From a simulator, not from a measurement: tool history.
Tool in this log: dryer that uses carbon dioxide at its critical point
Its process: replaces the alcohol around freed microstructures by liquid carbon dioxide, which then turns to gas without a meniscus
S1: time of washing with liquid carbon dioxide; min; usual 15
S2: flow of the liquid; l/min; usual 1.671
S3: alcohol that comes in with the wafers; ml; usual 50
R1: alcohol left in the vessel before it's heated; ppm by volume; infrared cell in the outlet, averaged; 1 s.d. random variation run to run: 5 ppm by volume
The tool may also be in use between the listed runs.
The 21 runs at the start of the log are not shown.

run 22 hour=644.3 | S1=21 S2=1.671 S3=34 | R1=153
run 23 hour=680.6 | S1=15 S2=2.220 S3=55 | R1=161
run 24 hour=715.0 | S1=13 S2=2.800 S3=41 | R1=159
run 25 hour=753.5 | S1=13 S2=2.800 S3=41 | R1=181
run 26 hour=785.9 | S1=17 S2=2.110 S3=61 | R1=173
run 27 hour=814.8 | S1=11 S2=2.240 S3=92 | R1=285
run 28 hour=857.5 | S1=9 S2=1.060 S3=25 | R1=913
run 29 hour=889.6 | S1=19 S2=2.320 S3=41 | R1=201
run 30 hour=908.4 | S1=15 S2=1.330 S3=50 | R1=354
run 31 hour=930.0 | S1=13 S2=1.920 S3=42 | R1=256
run 32 hour=955.4 | S1=13 S2=1.920 S3=42 | R1=247
-- hour=977.8 inlet filter changed
run 33 hour=986.1 | S1=9 S2=1.671 S3=50 | R1=573
run 34 hour=1029.4 | S1=9 S2=1.671 S3=50 | R1=573
run 35 hour=1059.8 | S1=10 S2=1.140 S3=23 | R1=623

Predict each of these 5 candidate next runs independently; none follows another, all start after run 35:
run A hour=1092.6 | S1=18 S2=2.650 S3=33 | R1=?
run B hour=1092.6 | S1=10 S2=2.760 S3=23 | R1=?
run C hour=1092.6 | S1=9 S2=1.671 S3=50 | R1=?
run D hour=1092.6 | S1=15 S2=1.930 S3=50 | R1=?
run E hour=1092.6 | S1=19 S2=1.470 S3=50 | R1=?

run=A R1=234
run=B R1=226
run=C R1=612
run=D R1=241
run=E R1=260
Take away the tool's hidden state, keep each run's random variation, and the runs would have read:
run=A R1=10
run=B R1=4
run=C R1=352
run=D R1=12
run=E R1=29
